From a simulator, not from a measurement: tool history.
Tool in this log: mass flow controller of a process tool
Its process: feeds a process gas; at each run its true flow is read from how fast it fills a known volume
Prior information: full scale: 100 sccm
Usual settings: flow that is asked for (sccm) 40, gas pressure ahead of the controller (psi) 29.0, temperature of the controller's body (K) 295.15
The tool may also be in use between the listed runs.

run    hour  flow that is asked for (sccm)  gas pressure ahead of the controller (psi)  temperature of the controller's body (K)  true flow (%)
  1     0.0                             40                                        29.0                                    295.15          99.42
  2   275.1                             40                                        29.0                                    295.15          99.51
  3   594.1                             40                                        29.0                                    306.15          98.85
  4   824.0                             16                                        29.0                                    295.15          99.63
  5  1227.5                             16                                        29.0                                    295.15          99.65
  6  1524.0                             16                                        29.0                                    295.15          99.75
  7  1727.9                             40                                        29.0                                    295.15          99.90
  8  2073.4                             40                                        29.0                                    295.15          99.91
  9  2447.0                             40                                        29.0                                    303.15          99.51
 10  2722.8                             40                                        29.0                                    303.15          99.46
 11  2939.0                             40                                        29.0                                    303.15          99.56
 12  3127.7                             40                                        27.0                                    303.15          99.59
     3150.4  -- controller's zero set anew
 13  3547.4                             40                                        29.0                                    311.15          99.25
 14  3894.7                             40                                        29.0                                    311.15          99.22
 15  4191.9                             40                                        29.0                                    311.15          99.35
 16  4404.5                             40                                        29.0                                    311.15          99.45
 17  4782.0                             40                                        29.0                                    311.15          99.40
 18  5121.3                             89                                        28.4                                    306.15         100.70
     5411.8  -- controller's zero set anew, once more
 19  5504.4                             57                                        38.6                                    309.15         100.01
 20  5835.7                             12                                        29.0                                    295.15          99.73
 21  6241.2                             30                                        37.0                                    295.15         100.45
 22  6449.7                             38                                        26.1                                    303.15          99.56
 23  6869.2                             40                                        20.5                                    306.15          99.05
 24  7178.6                             28                                        29.0                                    303.15          99.61
 25  7416.1                             11                                        29.0                                    295.15         100.23
 26  7702.4                             43                                        29.0                                    294.15         100.53
 27  8079.8                             33                                        28.1                                    295.15         100.30
 28  8292.1                             33                                        28.1                                    295.15         100.34
 29  8509.1                             11                                        29.0                                    295.15         100.65
 30  8839.8                             54                                        27.0                                    297.15         100.57

Pick out some run-to-run changes in true flow (%). Of each, how much would a tool without hidden state show as well, from the settings, what came in and chance, and how much is left for the hidden state and any gauge scatter not in both results compared?
Hidden state at play: flow at rest that the sensor doesn't see, % of full scale; true flow over the shown one, %; drift of the gauge itself on true_pct, %.
Run 3 -> 4: flow that is asked for (sccm) 40 -> 16, temperature of the controller's body (K) 306.15 -> 295.15. true flow (%) +0.78: hidden state +0.54, all else +0.24.
Run 17 -> 18: flow that is asked for (sccm) 40 -> 89, gas pressure ahead of the controller (psi) 29.0 -> 28.4, temperature of the controller's body (K) 311.15 -> 306.15. true flow (%) +1.30: hidden state -0.36, all else +1.66.
Run 21 -> 22: flow that is asked for (sccm) 30 -> 38, gas pressure ahead of the controller (psi) 37.0 -> 26.1, temperature of the controller's body (K) 295.15 -> 303.15. true flow (%) -0.89: hidden state -0.01, all else -0.88.
Run 24 -> 25: flow that is asked for (sccm) 28 -> 11, temperature of the controller's body (K) 303.15 -> 295.15. true flow (%) +0.62: hidden state +0.57, all else +0.05.
Run 28 -> 29: flow that is asked for (sccm) 33 -> 11, gas pressure ahead of the controller (psi) 28.1 -> 29.0. true flow (%) +0.31: hidden state +0.81, all else -0.50.
Run 29 -> 30: flow that is asked for (sccm) 11 -> 54, gas pressure ahead of the controller (psi) 29.0 -> 27.0, temperature of the controller's body (K) 295.15 -> 297.15. true flow (%) -0.08: hidden state -0.85, all else +0.77.

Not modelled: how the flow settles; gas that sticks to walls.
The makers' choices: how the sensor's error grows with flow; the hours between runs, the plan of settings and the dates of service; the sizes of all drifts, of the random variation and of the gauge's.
